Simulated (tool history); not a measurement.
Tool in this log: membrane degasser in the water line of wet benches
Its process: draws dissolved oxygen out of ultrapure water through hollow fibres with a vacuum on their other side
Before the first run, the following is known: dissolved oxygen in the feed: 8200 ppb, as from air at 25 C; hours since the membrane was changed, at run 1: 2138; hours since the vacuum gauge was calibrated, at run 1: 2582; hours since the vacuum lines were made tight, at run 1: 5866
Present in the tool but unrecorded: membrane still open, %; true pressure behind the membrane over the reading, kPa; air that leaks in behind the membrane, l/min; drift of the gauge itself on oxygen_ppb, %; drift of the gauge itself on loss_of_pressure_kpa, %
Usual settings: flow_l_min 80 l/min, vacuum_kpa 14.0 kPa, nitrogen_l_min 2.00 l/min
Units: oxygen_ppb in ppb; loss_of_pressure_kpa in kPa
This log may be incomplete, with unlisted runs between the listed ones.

run    hour  flow_l_min  vacuum_kpa  nitrogen_l_min  hours since the membrane was changed  hours since the vacuum gauge was calibrated  hours since the vacuum lines were made tight  oxygen_ppb  loss_of_pressure_kpa
  1     0.0          80        14.0            2.00                                  2138                                         2582                                          5866       869.9                 55.77
  2    92.1          80        14.0            2.00                                  2230                                         2674                                          5958       870.3                 55.45
  3   168.8          80        14.0            2.00                                  2307                                         2751                                          6034       878.9                 55.49
  4   237.7          69        14.0            2.00                                  2375                                         2820                                          6103       761.7                 47.87
  5   299.9          69        14.0            2.00                                  2438                                         2882                                          6165       765.1                 48.16
  6   381.0          80        14.0            2.00                                  2519                                         2963                                          6247       865.7                 55.62
  7   483.7          80        14.0            2.00                                  2621                                         3066                                          6349       872.8                 55.53
  8   587.3          80        14.0            2.00                                  2725                                         3169                                          6453       870.7                 55.63
  9   647.2          80        14.0            2.00                                  2785                                         3229                                          6513       871.5                 55.04
 10   754.2          80        14.0            2.00                                  2892                                         3336                                          6620       870.8                 55.40
 11   863.5          80        14.0            2.00                                  3001                                         3446                                          6729       872.6                 55.26
 12   944.9          80        14.0            2.00                                  3083                                         3527                                          6810       872.8                 55.49
 13  1023.9          80        14.0            2.00                                  3162                                         3606                                          6889       867.9                 55.65
     1084.6  -- seals of the vacuum lines changed
 14  1099.9          80        14.0            2.00                                  3236                                         3680                                            15       870.9                 55.37
 15  1192.8          80        14.0            2.00                                  3329                                         3773                                           108       871.5                 55.70
 16  1291.4          80        14.0            2.00                                  3427                                         3872                                           207       870.6                 55.78
 17  1364.1          80        14.0            2.00                                  3500                                         3944                                           279       870.1                 55.40
 18  1452.7          80        14.0            4.22                                  3588                                         4033                                           368       516.2                 55.33
 19  1520.6          64        14.0            2.00                                  3656                                         4101                                           436       719.4                 44.23
 20  1599.4          64        14.0            2.00                                  3735                                         4180                                           515       720.2                 44.41
 21  1706.2          64        14.0            2.00                                  3842                                         4286                                           622       715.5                 44.47
 22  1812.1          64        14.0            2.00                                  3948                                         4392                                           727       714.8                 44.14
 23  1859.8          80        11.4            4.52                                  3996                                         4440                                           775       400.7                 55.79
 24  1909.4         107        14.0            1.15                                  4045                                         4490                                           825      1518.7                 74.50
 25  1987.5          69        10.1            1.20                                  4123                                         4568                                           903       742.2                 47.91
 26  2057.8         108        32.7            2.00                                  4194                                         4638                                           973      2409.8                 75.08
 27  2135.6          50        30.2            1.01                                  4271                                         4716                                          1051      2059.8                 34.97
 28  2217.6          79        11.4            1.62                                  4353                                         4798                                          1133       790.4                 54.76
 29  2314.2          59        14.0            2.14                                  4450                                         4894                                          1230       632.3                 40.79
 30  2400.1         118        10.8            1.61                                  4536                                         4980                                          1315      1049.5                 81.50
 31  2488.4          84        10.8            1.61                                  4624                                         5069                                          1404       778.0                 58.40
 32  2535.0          84        10.8            1.61                                  4671                                         5115                                          1450       788.1                 58.31
 33  2602.8          76        28.2            2.00                                  4739                                         5183                                          1518      1656.6                 52.74

What differs in the tool's unlogged condition from the final listed run ahead of each entry between runs to the first listed run following it?
Runs 13 to 14: seals of the vacuum lines changed (hour 1084.6)
  air that leaks in behind the membrane, l/min: 0.0021 -> 0.002

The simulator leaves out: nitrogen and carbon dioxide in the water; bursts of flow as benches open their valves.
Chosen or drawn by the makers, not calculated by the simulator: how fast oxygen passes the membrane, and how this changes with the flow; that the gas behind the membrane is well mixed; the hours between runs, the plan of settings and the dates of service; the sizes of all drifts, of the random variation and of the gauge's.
